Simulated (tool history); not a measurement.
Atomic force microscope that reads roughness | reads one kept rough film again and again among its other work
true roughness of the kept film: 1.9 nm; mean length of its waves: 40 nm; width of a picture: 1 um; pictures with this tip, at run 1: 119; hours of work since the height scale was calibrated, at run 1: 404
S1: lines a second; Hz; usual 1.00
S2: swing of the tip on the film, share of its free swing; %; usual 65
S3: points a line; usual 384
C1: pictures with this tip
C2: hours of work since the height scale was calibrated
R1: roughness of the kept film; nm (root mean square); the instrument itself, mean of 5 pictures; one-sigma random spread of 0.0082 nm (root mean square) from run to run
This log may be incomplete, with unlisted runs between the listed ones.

run	hour	S1	S2	S3	C1	C2	R1
1	0.0	1.00	65	384	119	404	1.779
2	9.2	1.00	65	384	132	410	1.780
3	27.5	1.00	65	384	158	422	1.772
4	43.7	1.56	65	384	181	433	1.742
# hour 49.2: new tip fitted
5	59.3	1.56	65	384	15	443	1.758
6	71.0	1.00	65	384	31	451	1.782
7	87.5	1.00	66	384	54	463	1.781
8	104.0	1.00	66	384	77	474	1.768
9	118.2	1.00	66	384	97	483	1.775
10	137.7	1.00	65	456	124	496	1.766
11	151.4	1.00	65	384	143	506	1.792
12	170.8	1.00	65	384	170	519	1.763
13	179.2	1.00	65	384	182	524	1.780
# hour 183.1: new tip fitted
14	192.1	1.00	65	384	12	533	1.782
15	202.9	1.00	65	384	28	540	1.778
16	217.6	1.00	65	384	48	550	1.778
17	230.8	1.00	65	384	67	559	1.775
18	248.6	1.00	65	367	91	571	1.783
19	256.6	1.00	65	367	103	576	1.777
20	272.2	1.00	65	367	124	587	1.778
21	282.0	1.00	65	367	138	593	1.780
22	300.4	1.00	65	367	164	606	1.771
# hour 317.6: new tip fitted
23	318.3	3.53	65	384	1	617	1.650
24	330.7	3.53	65	384	18	626	1.661
25	345.0	1.00	65	983	38	636	1.782
26	359.7	1.00	72	623	59	645	1.760
27	369.7	1.33	55	414	73	652	1.798
28	384.3	1.00	82	606	93	662	1.702
29	403.0	1.00	82	606	120	675	1.721
30	417.7	0.95	83	530	140	685	1.704
31	435.0	1.19	78	472	164	696	1.708
32	443.2	1.19	78	472	176	702	1.705
# hour 452.4: new tip fitted
33	456.7	2.26	71	296	6	710	1.680
34	472.2	2.89	61	651	27	721	1.717
35	482.9	0.80	78	651	42	728	1.751
36	498.0	1.01	78	651	64	738	1.722
37	513.3	2.39	66	416	85	749	1.690
38	522.5	2.39	66	416	98	755	1.709
39	540.6	1.56	71	572	123	767	1.713

Forecast run 40:
40	554.3	1.06	84	552	142	776	?

R1: 1.679 nm (root mean square)
With the hidden condition absent and the run-to-run variation left alone, this run would have shown R1 1.684 nm (root mean square).
